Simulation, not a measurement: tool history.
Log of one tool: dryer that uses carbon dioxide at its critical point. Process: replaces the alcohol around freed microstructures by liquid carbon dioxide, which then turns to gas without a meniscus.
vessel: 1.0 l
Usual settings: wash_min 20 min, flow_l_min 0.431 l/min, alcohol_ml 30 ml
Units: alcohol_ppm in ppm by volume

{"run": 1, "hour": 0.0, "wash_min": 20, "flow_l_min": 0.431, "alcohol_ml": 30, "alcohol_ppm": 190}
{"run": 2, "hour": 48.3, "wash_min": 20, "flow_l_min": 0.431, "alcohol_ml": 111, "alcohol_ppm": 294}
{"run": 3, "hour": 113.3, "wash_min": 20, "flow_l_min": 0.322, "alcohol_ml": 111, "alcohol_ppm": 952}
{"run": 4, "hour": 147.2, "wash_min": 20, "flow_l_min": 0.322, "alcohol_ml": 111, "alcohol_ppm": 1030}
{"hour": 155.4, "done": "inlet filter changed"}
{"run": 5, "hour": 179.9, "wash_min": 20, "flow_l_min": 0.322, "alcohol_ml": 111, "alcohol_ppm": 736}
{"run": 6, "hour": 232.7, "wash_min": 20, "flow_l_min": 0.322, "alcohol_ml": 111, "alcohol_ppm": 822}
{"run": 7, "hour": 299.1, "wash_min": 20, "flow_l_min": 0.431, "alcohol_ml": 28, "alcohol_ppm": 244}
{"run": 8, "hour": 342.8, "wash_min": 20, "flow_l_min": 0.431, "alcohol_ml": 28, "alcohol_ppm": 256}
{"run": 9, "hour": 372.1, "wash_min": 20, "flow_l_min": 0.431, "alcohol_ml": 28, "alcohol_ppm": 268}
{"hour": 382.3, "done": "inlet filter changed"}
{"run": 10, "hour": 422.2, "wash_min": 20, "flow_l_min": 0.431, "alcohol_ml": 28, "alcohol_ppm": 250}
{"run": 11, "hour": 474.2, "wash_min": 20, "flow_l_min": 0.274, "alcohol_ml": 30, "alcohol_ppm": 616}
{"run": 12, "hour": 524.7, "wash_min": 23, "flow_l_min": 0.431, "alcohol_ml": 30, "alcohol_ppm": 243}
{"run": 13, "hour": 582.9, "wash_min": 23, "flow_l_min": 0.431, "alcohol_ml": 30, "alcohol_ppm": 255}
{"hour": 605.8, "done": "inlet filter changed"}
{"run": 14, "hour": 648.4, "wash_min": 26, "flow_l_min": 0.431, "alcohol_ml": 30, "alcohol_ppm": 251}
{"hour": 675.6, "done": "purifier's bed changed"}
{"run": 15, "hour": 691.5, "wash_min": 26, "flow_l_min": 0.431, "alcohol_ml": 30, "alcohol_ppm": 15}
{"run": 16, "hour": 751.0, "wash_min": 26, "flow_l_min": 0.431, "alcohol_ml": 30, "alcohol_ppm": 18}
{"run": 17, "hour": 787.3, "wash_min": 26, "flow_l_min": 0.388, "alcohol_ml": 105, "alcohol_ppm": 59}
{"run": 18, "hour": 819.8, "wash_min": 29, "flow_l_min": 0.345, "alcohol_ml": 117, "alcohol_ppm": 82}
{"hour": 832.2, "done": "inlet filter changed"}
{"run": 19, "hour": 890.9, "wash_min": 23, "flow_l_min": 0.297, "alcohol_ml": 24, "alcohol_ppm": 131}
{"run": 20, "hour": 945.3, "wash_min": 18, "flow_l_min": 0.365, "alcohol_ml": 30, "alcohol_ppm": 203}
{"run": 21, "hour": 974.9, "wash_min": 20, "flow_l_min": 0.462, "alcohol_ml": 66, "alcohol_ppm": 101}
{"run": 22, "hour": 1021.9, "wash_min": 20, "flow_l_min": 0.462, "alcohol_ml": 66, "alcohol_ppm": 115}
{"hour": 1056.8, "done": "inlet filter changed"}
{"run": 23, "hour": 1058.4, "wash_min": 14, "flow_l_min": 0.353, "alcohol_ml": 46, "alcohol_ppm": 840}
{"run": 24, "hour": 1125.5, "wash_min": 20, "flow_l_min": 0.316, "alcohol_ml": 44, "alcohol_ppm": 341}
{"run": 25, "hour": 1184.4, "wash_min": 16, "flow_l_min": 0.624, "alcohol_ml": 73, "alcohol_ppm": 129}
{"run": 26, "hour": 1240.8, "wash_min": 20, "flow_l_min": 0.431, "alcohol_ml": 24, "alcohol_ppm": 134}
{"hour": 1279.6, "done": "inlet filter changed"}
{"run": 27, "hour": 1287.2, "wash_min": 14, "flow_l_min": 0.431, "alcohol_ml": 30, "alcohol_ppm": 323}
{"run": 28, "hour": 1356.3, "wash_min": 32, "flow_l_min": 0.5, "alcohol_ml": 113, "alcohol_ppm": 102}
{"run": 29, "hour": 1394.9, "wash_min": 32, "flow_l_min": 0.5, "alcohol_ml": 113, "alcohol_ppm": 98}

3 ways to go on from here, each from the tool as it stands after run 29. What would each give?
{"run": "A", "hour": 1423.4, "wash_min": 18, "flow_l_min": 0.39, "alcohol_ml": 38, "alcohol_ppm": "?"}
{"run": "B", "hour": 1423.4, "wash_min": 24, "flow_l_min": 0.431, "alcohol_ml": 29, "alcohol_ppm": "?"}
{"run": "C", "hour": 1423.4, "wash_min": 18, "flow_l_min": 0.485, "alcohol_ml": 30, "alcohol_ppm": "?"}

run=A alcohol_ppm=286
run=B alcohol_ppm=136
run=C alcohol_ppm=170
Without the tool's hidden state the same runs would have given:
run=A alcohol_ppm=120
run=B alcohol_ppm=15
run=C alcohol_ppm=40
